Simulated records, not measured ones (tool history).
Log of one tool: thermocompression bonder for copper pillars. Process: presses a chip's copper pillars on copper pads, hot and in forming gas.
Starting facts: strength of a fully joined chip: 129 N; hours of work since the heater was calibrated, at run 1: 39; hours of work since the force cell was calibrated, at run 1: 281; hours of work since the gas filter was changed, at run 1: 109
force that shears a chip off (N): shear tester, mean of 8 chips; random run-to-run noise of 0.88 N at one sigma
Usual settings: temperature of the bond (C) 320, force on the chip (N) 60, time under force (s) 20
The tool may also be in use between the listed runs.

run	hour	temperature of the bond (C)	force on the chip (N)	time under force (s)	hours of work since the heater was calibrated	hours of work since the force cell was calibrated	hours of work since the gas filter was changed	force that shears a chip off (N)
1	0	320	60	20	39	281	109	68.7
2	53.5	320	60	20	63	306	134	66.7
3	112.9	320	60	20	91	333	161	66.3
# hour 168.2: forming gas filter changed
4	170.5	320	60	20	117	359	1	73.8
5	204.5	320	81	20	133	375	17	90.7
6	267.6	320	81	20	162	404	46	90
7	313.5	320	75	20	184	426	67	83.1
8	346.3	327	58	20	199	441	82	70.3
9	387.3	324	44	20	218	460	101	52.6
10	436.1	335	42	20	240	482	124	55.3
11	478.7	339	42	12	260	502	144	45.8

Consider 4 possible next runs. They are alternatives, not a sequence: every one starts from the tool as it was left by run 11. What does each give?
A	521.2	339	36	12	280	522	163	?
B	521.2	316	81	12	280	522	163	?
C	521.2	320	41	12	280	522	163	?
D	521.2	311	43	15	280	522	163	?

run	force that shears a chip off (N)
A	39.6
B	70.7
C	36.6
D	40.3
Without the tool's hidden state the same runs would have given:
run	force that shears a chip off (N)
A	43.2
B	77.6
C	40.1
D	44.2
